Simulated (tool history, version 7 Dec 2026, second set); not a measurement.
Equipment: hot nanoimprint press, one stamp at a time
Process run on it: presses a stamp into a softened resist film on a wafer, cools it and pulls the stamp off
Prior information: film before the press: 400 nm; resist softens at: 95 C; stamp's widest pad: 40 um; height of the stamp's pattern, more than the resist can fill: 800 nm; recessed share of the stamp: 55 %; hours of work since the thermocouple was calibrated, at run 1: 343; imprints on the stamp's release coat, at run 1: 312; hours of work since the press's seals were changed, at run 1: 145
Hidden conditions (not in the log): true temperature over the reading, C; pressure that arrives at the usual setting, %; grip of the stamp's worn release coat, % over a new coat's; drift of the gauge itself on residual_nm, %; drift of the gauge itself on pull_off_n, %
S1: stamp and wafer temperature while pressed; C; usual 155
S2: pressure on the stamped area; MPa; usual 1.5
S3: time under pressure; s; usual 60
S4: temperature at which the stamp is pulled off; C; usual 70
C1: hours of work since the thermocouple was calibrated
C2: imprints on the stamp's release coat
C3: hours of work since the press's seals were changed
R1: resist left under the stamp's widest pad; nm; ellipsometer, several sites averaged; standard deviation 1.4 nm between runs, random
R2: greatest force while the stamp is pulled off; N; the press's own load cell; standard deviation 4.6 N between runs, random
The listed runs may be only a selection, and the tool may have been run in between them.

run	hour	S1	S2	S3	S4	C1	C2	C3	R1	R2
1	0	155	1.5	60	70	343	312	145	233.1	245
2	37.6	155	1.5	60	70	359	410	161	234.8	257
3	61	155	1.1	60	70	369	471	171	259.8	272
4	89.9	155	1.1	60	70	382	546	184	261.2	278
5	135	154	1.5	60	70	401	663	203	244.2	275
6	165.3	154	1.5	60	70	414	742	216	245.4	284
7	189.4	154	1.5	60	70	424	804	226	248	299
8	226.6	154	1.5	60	70	440	901	242	249.4	317
# hour 238.4: stamp cleaned and given a new release coat
9	271.9	154	0.94	60	70	457	87	259	288	235
10	299.5	154	0.94	60	65	468	158	270	285.4	270
# hour 305.1: plate thermocouple calibrated
11	341.3	155	1.5	60	70	15	259	287	248.4	255
# hour 390.2: plate thermocouple calibrated, once more
12	390.2	155	1.5	60	70	0	378	306	221.5	260
13	432.9	155	1.5	60	70	18	489	325	222	276
14	479.5	155	1.5	60	70	38	610	344	223	274
15	515.3	155	1.5	71	70	53	703	360	215.9	282
16	562.6	155	1.5	60	75	73	826	380	226.2	263
# hour 604: stamp cleaned and given a new release coat
17	623.1	155	1.5	60	75	97	49	403	227.9	209
18	650.1	155	1.11	60	70	108	119	415	253.6	236
19	696	155	1.11	60	70	128	239	434	250.3	237
20	729.9	155	1.68	60	70	142	327	449	220.4	251
21	781.5	145	1.68	60	70	164	461	471	321.2	258
22	814	145	1.68	60	70	178	545	484	321.6	270
23	863.3	145	1.68	60	70	199	673	505	325.5	279
24	912.8	145	1.68	60	70	220	802	527	326.4	297
25	947.2	145	1.68	60	63	235	891	541	322.3	339
# hour 962.5: stamp cleaned and given a new release coat
26	1004	145	1.02	61	63	256	108	563	349.6	254
27	1027.1	145	1.02	61	63	266	168	573	349.1	269
28	1080.5	145	1.02	61	63	289	306	595	349.4	284
# hour 1106.5: press's hydraulic seals changed and the load cell set to zero
29	1128.2	145	1.02	61	63	306	409	9	347.5	292

For each entry between runs, how does the tool's hidden state at the last listed run before it compare with that at the first listed run after it?
Runs 8 to 9: stamp cleaned and given a new release coat (hour 238.4)
  true temperature over the reading, C: -1.55 -> -1.61; pressure that arrives at the usual setting, %: 98.01 -> 97.88; grip of the stamp's worn release coat, % over a new coat's: 31 -> 2.9
  measured result minus the result with no hidden state, R1: +17.8 -> +16.9 nm; R2: +81 -> +13 N
Runs 10 to 11: plate thermocouple calibrated (hour 305.1)
  true temperature over the reading, C: -1.65 -> -2.58; pressure that arrives at the usual setting, %: 97.8 -> 97.67; grip of the stamp's worn release coat, % over a new coat's: 5.2 -> 8.6
  measured result minus the result with no hidden state, R1: +17.2 -> +28.3 nm; R2: +20 -> +30 N
Runs 11 to 12: plate thermocouple calibrated, once more (hour 390.2)
  true temperature over the reading, C: -2.58 -> -0.18; pressure that arrives at the usual setting, %: 97.67 -> 97.52; grip of the stamp's worn release coat, % over a new coat's: 8.6 -> 12.7
  measured result minus the result with no hidden state, R1: +28.3 -> +3.8 nm; R2: +30 -> +30 N
Runs 16 to 17: stamp cleaned and given a new release coat (hour 604)
  true temperature over the reading, C: -0.44 -> -0.53; pressure that arrives at the usual setting, %: 96.92 -> 96.72; grip of the stamp's worn release coat, % over a new coat's: 28.3 -> 1.6
  measured result minus the result with no hidden state, R1: +7.1 -> +8.1 nm; R2: +60 -> +5 N
Runs 25 to 26: stamp cleaned and given a new release coat (hour 962.5)
  true temperature over the reading, C: -1.02 -> -1.09; pressure that arrives at the usual setting, %: 95.61 -> 95.42; grip of the stamp's worn release coat, % over a new coat's: 30.6 -> 3.6
  measured result minus the result with no hidden state, R1: +12.3 -> +8.9 nm; R2: +83 -> +13 N
Runs 28 to 29: press's hydraulic seals changed and the load cell set to zero (hour 1106.5)
  true temperature over the reading, C: -1.2 -> -1.26; pressure that arrives at the usual setting, %: 95.16 -> 100.2; grip of the stamp's worn release coat, % over a new coat's: 10.2 -> 13.7
  measured result minus the result with no hidden state, R1: +9.6 -> +8.4 nm; R2: +30 -> +40 N

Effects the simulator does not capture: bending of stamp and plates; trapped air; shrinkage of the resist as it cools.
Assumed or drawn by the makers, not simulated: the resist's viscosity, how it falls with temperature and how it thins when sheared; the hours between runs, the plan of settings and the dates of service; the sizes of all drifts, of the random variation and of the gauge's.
